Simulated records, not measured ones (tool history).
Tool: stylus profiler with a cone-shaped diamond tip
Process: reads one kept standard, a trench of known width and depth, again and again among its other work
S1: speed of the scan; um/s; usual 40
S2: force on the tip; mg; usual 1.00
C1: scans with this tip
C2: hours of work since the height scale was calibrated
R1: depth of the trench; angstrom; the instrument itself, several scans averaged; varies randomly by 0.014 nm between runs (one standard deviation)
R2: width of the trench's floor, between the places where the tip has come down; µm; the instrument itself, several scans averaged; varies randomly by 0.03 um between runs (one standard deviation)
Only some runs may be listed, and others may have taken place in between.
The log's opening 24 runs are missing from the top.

run	day	S1	S2	C1	C2	R1	R2
25	113.642	14	0.42	16778	1062	1002.1	48.63
26	119.292	19	1.00	17487	1163	1003.8	48.65
27	123.542	19	1.00	18020	1239	1004.0	48.62
28	127.700	16	1.00	18542	1314	1004.1	48.71
# day 128.592: height scale calibrated on a step standard
29	133.388	24	0.38	19253	86	1002.0	48.55
30	136.733	17	0.47	19673	146	1002.4	48.66
31	140.462	21	1.00	20141	213	1003.9	48.67
32	145.121	11	2.84	20725	296	1008.0	48.67
33	149.146	69	2.84	21231	369	1007.7	48.51
34	153.496	141	2.40	21776	447	1007.1	48.23
35	159.612	141	2.40	22544	556	1007.0	48.24
36	162.829	141	1.34	22948	614	1004.7	48.17
37	168.096	39	0.55	23608	709	1002.4	48.45
38	170.767	39	0.55	23944	756	1002.7	48.46
39	173.600	39	0.55	24299	807	1002.5	48.42
40	176.888	39	0.55	24711	866	1002.6	48.45
41	179.817	39	0.55	25079	919	1002.5	48.44
42	184.625	101	0.49	25682	1005	1002.4	48.01
43	189.458	136	2.15	26289	1092	1006.4	48.33
# day 191.350: new tip fitted, height scale calibrated
44	193.471	136	2.15	266	38	1006.4	48.31
45	197.188	136	2.15	733	105	1006.7	48.27
46	199.979	99	0.51	1083	155	1002.6	48.04
47	202.883	150	0.37	1447	207	1002.2	47.53

Branching from run 47: 3 alternative next runs. What would each branch give?
A	208.083	132	0.67	2099	300	?	?
B	208.083	101	0.51	2099	300	?	?
C	208.083	35	1.27	2099	300	?	?

run	R1	R2
A	1003.0	47.94
B	1002.4	48.07
C	1004.7	48.63
Had the tool no hidden state, the same runs would have come out as:
run	R1	R2
A	1003.0	47.94
B	1002.4	48.07
C	1004.7	48.63
